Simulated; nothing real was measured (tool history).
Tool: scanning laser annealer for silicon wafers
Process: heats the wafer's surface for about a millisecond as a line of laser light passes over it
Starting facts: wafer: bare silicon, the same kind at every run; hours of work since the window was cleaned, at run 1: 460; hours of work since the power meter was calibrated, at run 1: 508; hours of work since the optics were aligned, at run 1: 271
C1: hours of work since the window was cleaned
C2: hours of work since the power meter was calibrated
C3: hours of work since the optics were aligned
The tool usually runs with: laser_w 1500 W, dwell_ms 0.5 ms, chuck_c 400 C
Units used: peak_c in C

Run 1, hour 0: usual settings; C1 460; C2 508; C3 271. Result: peak_c 1168 C.
Run 2, hour 8.6: usual settings but laser_w 1632 W; C1 466; C2 514; C3 277. Result: peak_c 1257 C.
Run 3, hour 22.2: usual settings but laser_w 1572 W; C1 476; C2 524; C3 287. Result: peak_c 1216 C.
Run 4, hour 30.1: usual settings but laser_w 1292 W; C1 482; C2 530; C3 293. Result: peak_c 1034 C.
Run 5, hour 44.5: usual settings but laser_w 1292 W; C1 492; C2 540; C3 304. Result: peak_c 1034 C.
Run 6, hour 62.5: usual settings but laser_w 1554 W; C1 505; C2 553; C3 317. Result: peak_c 1196 C.
Run 7, hour 71.1: usual settings but laser_w 1554 W; C1 511; C2 559; C3 323. Result: peak_c 1198 C.
At hour 83.5: window over the wafer cleaned.
Run 8, hour 83.5: usual settings but laser_w 1554 W; C1 0; C2 567; C3 331. Result: peak_c 1254 C.
Run 9, hour 98.9: usual settings but laser_w 1554 W; C1 11; C2 578; C3 342. Result: peak_c 1254 C.
Run 10, hour 108.8: usual settings; C1 18; C2 586; C3 349. Result: peak_c 1211 C.
Run 11, hour 121.4: usual settings but laser_w 1606 W; C1 28; C2 595; C3 358. Result: peak_c 1286 C.
Run 12, hour 134.3: usual settings but laser_w 1606 W; C1 37; C2 604; C3 368. Result: peak_c 1286 C.
Run 13, hour 142.7: usual settings but laser_w 1382 W; C1 43; C2 610; C3 374. Result: peak_c 1129 C.
Run 14, hour 152.6: usual settings; C1 50; C2 617; C3 381. Result: peak_c 1208 C.
Run 15, hour 163.9: usual settings; C1 59; C2 626; C3 389. Result: peak_c 1207 C.
Run 16, hour 181.1: usual settings; C1 71; C2 638; C3 402. Result: peak_c 1208 C.
Run 17, hour 193.7: usual settings but laser_w 1509 W; C1 80; C2 647; C3 411. Result: peak_c 1213 C.
Run 18, hour 208.1: usual settings but laser_w 1509 W, chuck_c 432 C; C1 91; C2 658; C3 421. Result: peak_c 1243 C.
Run 19, hour 224: usual settings; C1 102; C2 669; C3 433. Result: peak_c 1205 C.
Run 20, hour 239.2: usual settings; C1 113; C2 681; C3 444. Result: peak_c 1202 C.
Run 21, hour 249.4: usual settings but chuck_c 402 C; C1 121; C2 688; C3 451. Result: peak_c 1200 C.
Run 22, hour 259.1: usual settings but laser_w 1334 W, dwell_ms 0.375 ms, chuck_c 401 C; C1 128; C2 695; C3 459. Result: peak_c 1000 C.
Run 23, hour 273.5: usual settings but laser_w 1556 W, dwell_ms 0.436 ms, chuck_c 361 C; C1 138; C2 706; C3 469. Result: peak_c 1145 C.
Run 24, hour 282.7: usual settings but laser_w 1556 W, dwell_ms 0.394 ms, chuck_c 361 C; C1 145; C2 712; C3 476. Result: peak_c 1106 C.
Run 25, hour 298: usual settings but laser_w 1288 W, dwell_ms 0.381 ms, chuck_c 364 C; C1 156; C2 723; C3 487. Result: peak_c 941 C.
Run 26, hour 305.7: usual settings but laser_w 1394 W, dwell_ms 0.354 ms, chuck_c 377 C; C1 162; C2 729; C3 492. Result: peak_c 989 C.
Run 27, hour 318: usual settings but laser_w 1303 W, dwell_ms 0.374 ms, chuck_c 385 C; C1 171; C2 738; C3 501. Result: peak_c 960 C.
Run 28, hour 333.6: usual settings but chuck_c 434 C; C1 182; C2 749; C3 513. Result: peak_c 1229 C.
Run 29, hour 346.1: usual settings but laser_w 1519 W, chuck_c 438 C; C1 191; C2 759; C3 522. Result: peak_c 1238 C.
Run 30, hour 362.7: usual settings but laser_w 1383 W, dwell_ms 0.514 ms, chuck_c 434 C; C1 203; C2 771; C3 534. Result: peak_c 1156 C.
Run 31, hour 380.9: usual settings but laser_w 1525 W, dwell_ms 0.421 ms, chuck_c 415 C; C1 217; C2 784; C3 547. Result: peak_c 1160 C.
Run 32, hour 390: usual settings but laser_w 1525 W, dwell_ms 0.421 ms, chuck_c 415 C; C1 223; C2 790; C3 554. Result: peak_c 1155 C.
Run 33, hour 398.2: usual settings but laser_w 1629 W, chuck_c 411 C; C1 229; C2 796; C3 560. Result: peak_c 1281 C.
Run 34, hour 407.5: usual settings but laser_w 1316 W, dwell_ms 0.362 ms, chuck_c 393 C; C1 236; C2 803; C3 567. Result: peak_c 964 C.
Run 35, hour 418.2: usual settings but laser_w 1316 W, dwell_ms 0.362 ms, chuck_c 393 C; C1 244; C2 811; C3 574. Result: peak_c 965 C.
Run 36, hour 432.2: usual settings but laser_w 1504 W, dwell_ms 0.454 ms, chuck_c 363 C; C1 254; C2 821; C3 585. Result: peak_c 1113 C.
Run 37, hour 440.1: usual settings but laser_w 1523 W, chuck_c 367 C; C1 260; C2 827; C3 590. Result: peak_c 1166 C.
Run 38, hour 455.6: usual settings but dwell_ms 0.414 ms, chuck_c 377 C; C1 271; C2 838; C3 602. Result: peak_c 1092 C.
Run 39, hour 471.5: usual settings but dwell_ms 0.414 ms, chuck_c 377 C; C1 283; C2 850; C3 613. Result: peak_c 1088 C.
Run 40, hour 479.6: usual settings but dwell_ms 0.414 ms, chuck_c 377 C; C1 289; C2 856; C3 619. Result: peak_c 1091 C.
Run 41, hour 491.1: usual settings but dwell_ms 0.414 ms, chuck_c 377 C; C1 297; C2 864; C3 628. Result: peak_c 1092 C.
Run 42, hour 504.4: usual settings but dwell_ms 0.414 ms, chuck_c 377 C; C1 307; C2 874; C3 637. Result: peak_c 1086 C.

The same runs without the tool's hidden state, with the same run-to-run variation:
What the log doesn't record here: light that passes the window, % of a clean one's; laser's true power over the reading, %; width of the line over the set one, %; drift of the gauge itself on peak_c, C.
run  peak_c
  1    1227
  2    1323
  3    1281
  4    1085
  5    1086
  6    1263
  7    1267
  8    1266
  9    1269
 10    1226
 11    1303
 12    1305
 13    1145
 14    1227
 15    1226
 16    1230
 17    1236
 18    1267
 19    1230
 20    1229
 21    1228
 22    1021
 23    1174
 24    1135
 25     964
 26    1015
 27     985
 28    1264
 29    1275
 30    1191
 31    1198
 32    1194
 33    1326
 34     995
 35     996
 36    1156
 37    1212
 38    1135
 39    1132
 40    1136
 41    1137
 42    1133
